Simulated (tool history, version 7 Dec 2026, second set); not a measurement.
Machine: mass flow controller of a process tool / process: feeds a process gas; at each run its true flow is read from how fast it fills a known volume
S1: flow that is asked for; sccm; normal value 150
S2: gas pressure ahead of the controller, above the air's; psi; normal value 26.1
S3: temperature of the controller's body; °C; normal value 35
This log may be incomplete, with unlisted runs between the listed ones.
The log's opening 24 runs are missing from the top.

run 25 hour=7082.8 | S1=150 S2=36.1 S3=31 | true_flow_(%)=94.99
run 26 hour=7352.4 | S1=220 S2=29.3 S3=32 | true_flow_(%)=95.96
run 27 hour=7676.5 | S1=220 S2=29.3 S3=32 | true_flow_(%)=95.73
run 28 hour=7959.8 | S1=54 S2=23.1 S3=24 | true_flow_(%)=91.05
run 29 hour=8272.3 | S1=172 S2=23.1 S3=24 | true_flow_(%)=95.48
run 30 hour=8662.4 | S1=172 S2=23.1 S3=24 | true_flow_(%)=95.38
run 31 hour=9025.3 | S1=172 S2=23.1 S3=24 | true_flow_(%)=95.24
run 32 hour=9209.8 | S1=150 S2=26.1 S3=38 | true_flow_(%)=94.11
run 33 hour=9435.0 | S1=81 S2=24.7 S3=21 | true_flow_(%)=92.34
run 34 hour=9704.5 | S1=229 S2=23.6 S3=27 | true_flow_(%)=95.62
-- hour=9851.5 controller's zero set anew
run 35 hour=9931.6 | S1=215 S2=33.4 S3=30 | true_flow_(%)=96.91
run 36 hour=10159.7 | S1=219 S2=26.1 S3=24 | true_flow_(%)=97.40
run 37 hour=10507.9 | S1=69 S2=26.1 S3=30 | true_flow_(%)=95.91

Below are 3 alternative next runs, each starting from the tool's condition after run 37. Predict each:
run A hour=10845.4 | S1=320 S2=31.9 S3=27 | true_flow_(%)=?
run B hour=10845.4 | S1=75 S2=35.8 S3=30 | true_flow_(%)=?
run C hour=10845.4 | S1=56 S2=27.6 S3=36 | true_flow_(%)=?

run=A true_flow_(%)=97.12
run=B true_flow_(%)=95.13
run=C true_flow_(%)=94.87
Without the tool's unlogged condition, the same runs would have read:
run=A true_flow_(%)=99.18
run=B true_flow_(%)=98.11
run=C true_flow_(%)=98.25
